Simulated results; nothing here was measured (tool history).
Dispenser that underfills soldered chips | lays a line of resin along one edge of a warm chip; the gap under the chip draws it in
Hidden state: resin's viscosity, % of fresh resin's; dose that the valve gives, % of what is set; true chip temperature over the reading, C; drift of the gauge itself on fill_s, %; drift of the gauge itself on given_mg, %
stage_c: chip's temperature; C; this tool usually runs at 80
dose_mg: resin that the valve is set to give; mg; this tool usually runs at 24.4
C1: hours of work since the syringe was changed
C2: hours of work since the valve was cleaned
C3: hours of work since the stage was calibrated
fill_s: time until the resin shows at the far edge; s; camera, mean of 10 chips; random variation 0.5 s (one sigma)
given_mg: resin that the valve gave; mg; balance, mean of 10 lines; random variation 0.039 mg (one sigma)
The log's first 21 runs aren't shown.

{"hour": 102.7, "done": "new syringe of resin"}
{"run": 22, "hour": 103.6, "stage_c": 78, "dose_mg": 21.6, "C1": 1, "C2": 6, "C3": 262, "fill_s": 47.8, "given_mg": 21.42}
{"run": 23, "hour": 110.3, "stage_c": 73, "dose_mg": 23.0, "C1": 5, "C2": 11, "C3": 266, "fill_s": 82.3, "given_mg": 22.74}
{"hour": 112.1, "done": "new syringe of resin"}
{"run": 24, "hour": 114.4, "stage_c": 86, "dose_mg": 25.3, "C1": 2, "C2": 13, "C3": 269, "fill_s": 38.4, "given_mg": 24.94}
{"run": 25, "hour": 120.8, "stage_c": 73, "dose_mg": 26.7, "C1": 6, "C2": 18, "C3": 274, "fill_s": 85.3, "given_mg": 26.23}
{"hour": 121.4, "done": "new syringe of resin"}
{"run": 26, "hour": 125.5, "stage_c": 69, "dose_mg": 24.2, "C1": 3, "C2": 21, "C3": 277, "fill_s": 77.4, "given_mg": 23.71}
{"run": 27, "hour": 128.4, "stage_c": 92, "dose_mg": 30.1, "C1": 5, "C2": 23, "C3": 279, "fill_s": 43.7, "given_mg": 29.42}
{"hour": 131.2, "done": "new syringe of resin"}
{"run": 28, "hour": 135.6, "stage_c": 95, "dose_mg": 25.1, "C1": 3, "C2": 28, "C3": 284, "fill_s": 33.6, "given_mg": 24.53}
{"run": 29, "hour": 139.4, "stage_c": 73, "dose_mg": 24.3, "C1": 6, "C2": 31, "C3": 286, "fill_s": 84.6, "given_mg": 23.6}
{"hour": 140.7, "done": "new syringe of resin"}
{"run": 30, "hour": 143.5, "stage_c": 73, "dose_mg": 24.3, "C1": 2, "C2": 33, "C3": 289, "fill_s": 60.3, "given_mg": 23.59}
{"run": 31, "hour": 147.6, "stage_c": 73, "dose_mg": 24.3, "C1": 5, "C2": 36, "C3": 292, "fill_s": 78.7, "given_mg": 23.56}
{"hour": 150.0, "done": "new syringe of resin"}
{"run": 32, "hour": 153.0, "stage_c": 73, "dose_mg": 24.3, "C1": 2, "C2": 40, "C3": 296, "fill_s": 63.4, "given_mg": 23.45}
{"hour": 155.4, "done": "dispensing valve cleaned and set on the balance"}
{"run": 33, "hour": 156.9, "stage_c": 78, "dose_mg": 21.1, "C1": 4, "C2": 1, "C3": 298, "fill_s": 65.1, "given_mg": 21.0}
{"hour": 160.7, "done": "new syringe of resin"}
{"run": 34, "hour": 163.0, "stage_c": 74, "dose_mg": 21.1, "C1": 2, "C2": 5, "C3": 302, "fill_s": 59.5, "given_mg": 20.88}
{"run": 35, "hour": 166.5, "stage_c": 69, "dose_mg": 23.2, "C1": 4, "C2": 8, "C3": 304, "fill_s": 85.0, "given_mg": 22.97}

Below are 4 alternative next runs, each starting from the tool's condition after run 35. Predict each:
{"hour": 170.2, "done": "new syringe of resin"}
{"run": "A", "hour": 171.7, "stage_c": 75, "dose_mg": 28.7, "C1": 1, "C2": 11, "C3": 308, "fill_s": "?", "given_mg": "?"}
{"hour": 170.2, "done": "new syringe of resin"}
{"run": "B", "hour": 171.7, "stage_c": 76, "dose_mg": 24.8, "C1": 1, "C2": 11, "C3": 308, "fill_s": "?", "given_mg": "?"}
{"hour": 170.2, "done": "new syringe of resin"}
{"run": "C", "hour": 171.7, "stage_c": 77, "dose_mg": 30.9, "C1": 1, "C2": 11, "C3": 308, "fill_s": "?", "given_mg": "?"}
{"hour": 170.2, "done": "new syringe of resin"}
{"run": "D", "hour": 171.7, "stage_c": 91, "dose_mg": 27.6, "C1": 1, "C2": 11, "C3": 308, "fill_s": "?", "given_mg": "?"}

run=A fill_s=52.4 given_mg=28.36
run=B fill_s=52.0 given_mg=24.49
run=C fill_s=48.9 given_mg=30.60
run=D fill_s=32.8 given_mg=27.24
Without the tool's hidden state the same runs would have given:
run=A fill_s=46.2 given_mg=28.71
run=B fill_s=45.9 given_mg=24.79
run=C fill_s=43.3 given_mg=30.98
run=D fill_s=29.1 given_mg=27.58

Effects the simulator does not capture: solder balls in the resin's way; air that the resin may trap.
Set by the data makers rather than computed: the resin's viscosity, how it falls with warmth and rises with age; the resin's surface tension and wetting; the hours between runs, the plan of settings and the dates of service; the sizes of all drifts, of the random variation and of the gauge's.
